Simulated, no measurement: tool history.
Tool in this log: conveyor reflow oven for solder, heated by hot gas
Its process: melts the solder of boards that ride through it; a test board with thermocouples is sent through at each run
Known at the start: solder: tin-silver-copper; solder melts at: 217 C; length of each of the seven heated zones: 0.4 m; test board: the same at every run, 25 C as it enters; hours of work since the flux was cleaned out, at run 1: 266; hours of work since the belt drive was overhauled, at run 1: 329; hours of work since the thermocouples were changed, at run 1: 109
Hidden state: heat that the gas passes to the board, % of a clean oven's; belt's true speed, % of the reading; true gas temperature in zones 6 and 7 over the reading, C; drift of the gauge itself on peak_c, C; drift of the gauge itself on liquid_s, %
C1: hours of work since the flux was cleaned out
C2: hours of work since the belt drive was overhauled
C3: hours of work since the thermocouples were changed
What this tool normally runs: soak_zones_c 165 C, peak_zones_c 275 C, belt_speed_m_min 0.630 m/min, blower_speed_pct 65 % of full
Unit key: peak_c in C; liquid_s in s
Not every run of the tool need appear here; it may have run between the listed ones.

{"run": 1, "hour": 0.0, "soak_zones_c": 165, "peak_zones_c": 275, "belt_speed_m_min": 0.63, "blower_speed_pct": 65, "C1": 266, "C2": 329, "C3": 109, "peak_c": 247.4, "liquid_s": 48.3}
{"run": 2, "hour": 33.5, "soak_zones_c": 165, "peak_zones_c": 275, "belt_speed_m_min": 0.63, "blower_speed_pct": 65, "C1": 285, "C2": 348, "C3": 128, "peak_c": 247.1, "liquid_s": 48.0}
{"run": 3, "hour": 83.2, "soak_zones_c": 165, "peak_zones_c": 275, "belt_speed_m_min": 0.63, "blower_speed_pct": 65, "C1": 312, "C2": 375, "C3": 155, "peak_c": 247.4, "liquid_s": 48.2}
{"run": 4, "hour": 141.6, "soak_zones_c": 165, "peak_zones_c": 275, "belt_speed_m_min": 0.63, "blower_speed_pct": 65, "C1": 344, "C2": 407, "C3": 187, "peak_c": 246.9, "liquid_s": 47.4}
{"hour": 176.1, "done": "flux residue cleaned out of gas plates and filters"}
{"run": 5, "hour": 196.5, "soak_zones_c": 165, "peak_zones_c": 275, "belt_speed_m_min": 0.63, "blower_speed_pct": 65, "C1": 11, "C2": 434, "C3": 214, "peak_c": 251.8, "liquid_s": 52.0}
{"run": 6, "hour": 233.1, "soak_zones_c": 165, "peak_zones_c": 275, "belt_speed_m_min": 0.63, "blower_speed_pct": 65, "C1": 31, "C2": 454, "C3": 234, "peak_c": 251.3, "liquid_s": 52.3}
{"run": 7, "hour": 264.2, "soak_zones_c": 165, "peak_zones_c": 275, "belt_speed_m_min": 0.63, "blower_speed_pct": 57, "C1": 48, "C2": 471, "C3": 251, "peak_c": 246.9, "liquid_s": 48.0}
{"run": 8, "hour": 328.1, "soak_zones_c": 165, "peak_zones_c": 275, "belt_speed_m_min": 0.549, "blower_speed_pct": 65, "C1": 83, "C2": 506, "C3": 286, "peak_c": 256.7, "liquid_s": 65.6}
{"run": 9, "hour": 356.8, "soak_zones_c": 170, "peak_zones_c": 274, "belt_speed_m_min": 0.524, "blower_speed_pct": 70, "C1": 99, "C2": 522, "C3": 302, "peak_c": 259.7, "liquid_s": 73.5}
{"run": 10, "hour": 385.0, "soak_zones_c": 157, "peak_zones_c": 263, "belt_speed_m_min": 0.63, "blower_speed_pct": 65, "C1": 114, "C2": 537, "C3": 317, "peak_c": 239.3, "liquid_s": 38.4}
{"run": 11, "hour": 430.4, "soak_zones_c": 157, "peak_zones_c": 263, "belt_speed_m_min": 0.63, "blower_speed_pct": 65, "C1": 139, "C2": 562, "C3": 342, "peak_c": 238.7, "liquid_s": 37.9}
{"run": 12, "hour": 476.4, "soak_zones_c": 157, "peak_zones_c": 263, "belt_speed_m_min": 0.56, "blower_speed_pct": 65, "C1": 164, "C2": 587, "C3": 367, "peak_c": 243.3, "liquid_s": 49.4}
{"run": 13, "hour": 531.9, "soak_zones_c": 176, "peak_zones_c": 275, "belt_speed_m_min": 0.63, "blower_speed_pct": 74, "C1": 194, "C2": 617, "C3": 397, "peak_c": 255.6, "liquid_s": 59.9}
{"run": 14, "hour": 591.9, "soak_zones_c": 164, "peak_zones_c": 289, "belt_speed_m_min": 0.63, "blower_speed_pct": 65, "C1": 227, "C2": 650, "C3": 430, "peak_c": 260.9, "liquid_s": 58.7}
{"run": 15, "hour": 649.5, "soak_zones_c": 166, "peak_zones_c": 290, "belt_speed_m_min": 0.616, "blower_speed_pct": 63, "C1": 259, "C2": 682, "C3": 462, "peak_c": 262.3, "liquid_s": 61.3}
{"run": 16, "hour": 690.3, "soak_zones_c": 166, "peak_zones_c": 290, "belt_speed_m_min": 0.67, "blower_speed_pct": 54, "C1": 281, "C2": 704, "C3": 484, "peak_c": 252.7, "liquid_s": 48.8}

Consider 4 possible next runs. They are alternatives, not a sequence: every one starts from the tool as it was left by run 16. What does each give?
{"run": "A", "hour": 730.5, "soak_zones_c": 171, "peak_zones_c": 290, "belt_speed_m_min": 0.67, "blower_speed_pct": 68, "C1": 303, "C2": 726, "C3": 506, "peak_c": "?", "liquid_s": "?"}
{"run": "B", "hour": 730.5, "soak_zones_c": 165, "peak_zones_c": 269, "belt_speed_m_min": 0.63, "blower_speed_pct": 65, "C1": 303, "C2": 726, "C3": 506, "peak_c": "?", "liquid_s": "?"}
{"run": "C", "hour": 730.5, "soak_zones_c": 173, "peak_zones_c": 279, "belt_speed_m_min": 0.655, "blower_speed_pct": 65, "C1": 303, "C2": 726, "C3": 506, "peak_c": "?", "liquid_s": "?"}
{"run": "D", "hour": 730.5, "soak_zones_c": 165, "peak_zones_c": 279, "belt_speed_m_min": 0.63, "blower_speed_pct": 65, "C1": 303, "C2": 726, "C3": 506, "peak_c": "?", "liquid_s": "?"}

run=A peak_c=261.3 liquid_s=57.5
run=B peak_c=244.5 liquid_s=45.9
run=C peak_c=253.0 liquid_s=52.9
run=D peak_c=252.4 liquid_s=52.8
What these runs would have given with no unlogged condition in the tool:
run=A peak_c=263.0 liquid_s=57.9
run=B peak_c=245.7 liquid_s=47.0
run=C peak_c=254.3 liquid_s=53.6
run=D peak_c=253.8 liquid_s=53.6

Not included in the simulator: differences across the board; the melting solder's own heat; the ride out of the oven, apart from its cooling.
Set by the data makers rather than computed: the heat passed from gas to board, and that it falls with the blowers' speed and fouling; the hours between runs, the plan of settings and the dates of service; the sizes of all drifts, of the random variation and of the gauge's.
